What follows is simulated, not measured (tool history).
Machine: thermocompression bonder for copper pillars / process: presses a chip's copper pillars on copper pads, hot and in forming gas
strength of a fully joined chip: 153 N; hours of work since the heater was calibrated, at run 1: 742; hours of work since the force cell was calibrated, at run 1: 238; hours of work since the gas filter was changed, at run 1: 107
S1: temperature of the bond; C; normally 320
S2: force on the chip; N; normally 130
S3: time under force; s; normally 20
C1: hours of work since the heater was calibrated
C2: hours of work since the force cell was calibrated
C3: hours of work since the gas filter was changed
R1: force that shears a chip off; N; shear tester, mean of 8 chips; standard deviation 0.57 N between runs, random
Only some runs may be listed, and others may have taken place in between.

{"run": 1, "hour": 0.0, "S1": 320, "S2": 130, "S3": 20, "C1": 742, "C2": 238, "C3": 107, "R1": 57.1}
{"run": 2, "hour": 6.7, "S1": 320, "S2": 130, "S3": 41, "C1": 746, "C2": 242, "C3": 111, "R1": 73.4}
{"run": 3, "hour": 18.5, "S1": 320, "S2": 130, "S3": 41, "C1": 754, "C2": 250, "C3": 119, "R1": 73.8}
{"run": 4, "hour": 26.2, "S1": 320, "S2": 130, "S3": 41, "C1": 759, "C2": 255, "C3": 124, "R1": 73.9}
{"run": 5, "hour": 38.8, "S1": 320, "S2": 130, "S3": 11, "C1": 767, "C2": 263, "C3": 132, "R1": 44.3}
{"run": 6, "hour": 47.2, "S1": 320, "S2": 166, "S3": 20, "C1": 772, "C2": 269, "C3": 138, "R1": 71.6}
{"run": 7, "hour": 56.8, "S1": 320, "S2": 166, "S3": 20, "C1": 778, "C2": 275, "C3": 144, "R1": 72.7}
{"run": 8, "hour": 68.3, "S1": 339, "S2": 130, "S3": 20, "C1": 786, "C2": 282, "C3": 151, "R1": 72.0}
{"run": 9, "hour": 75.7, "S1": 339, "S2": 130, "S3": 20, "C1": 791, "C2": 287, "C3": 156, "R1": 73.4}
{"run": 10, "hour": 84.7, "S1": 339, "S2": 89, "S3": 20, "C1": 797, "C2": 293, "C3": 162, "R1": 50.2}
{"run": 11, "hour": 89.9, "S1": 339, "S2": 89, "S3": 20, "C1": 800, "C2": 296, "C3": 165, "R1": 50.3}
{"run": 12, "hour": 100.8, "S1": 339, "S2": 89, "S3": 20, "C1": 807, "C2": 303, "C3": 172, "R1": 50.1}
{"run": 13, "hour": 109.2, "S1": 303, "S2": 89, "S3": 20, "C1": 813, "C2": 309, "C3": 178, "R1": 27.8}
{"run": 14, "hour": 118.3, "S1": 303, "S2": 89, "S3": 20, "C1": 818, "C2": 315, "C3": 184, "R1": 27.9}
{"run": 15, "hour": 127.1, "S1": 320, "S2": 130, "S3": 20, "C1": 824, "C2": 321, "C3": 190, "R1": 56.5}
{"run": 16, "hour": 137.8, "S1": 320, "S2": 130, "S3": 20, "C1": 831, "C2": 327, "C3": 196, "R1": 56.2}
{"run": 17, "hour": 147.0, "S1": 320, "S2": 130, "S3": 20, "C1": 837, "C2": 333, "C3": 202, "R1": 56.4}
{"run": 18, "hour": 155.9, "S1": 320, "S2": 130, "S3": 20, "C1": 843, "C2": 339, "C3": 208, "R1": 56.4}
{"run": 19, "hour": 166.8, "S1": 320, "S2": 130, "S3": 20, "C1": 850, "C2": 346, "C3": 215, "R1": 56.3}

Run 20, settings as shown, results not yet in. Your forecast:
{"run": 20, "hour": 178.2, "S1": 320, "S2": 130, "S3": 22, "C1": 857, "C2": 354, "C3": 223, "R1": "?"}

R1: 59.2 N
The same run, on a tool lacking any hidden state, would have yielded R1 58.9 N.
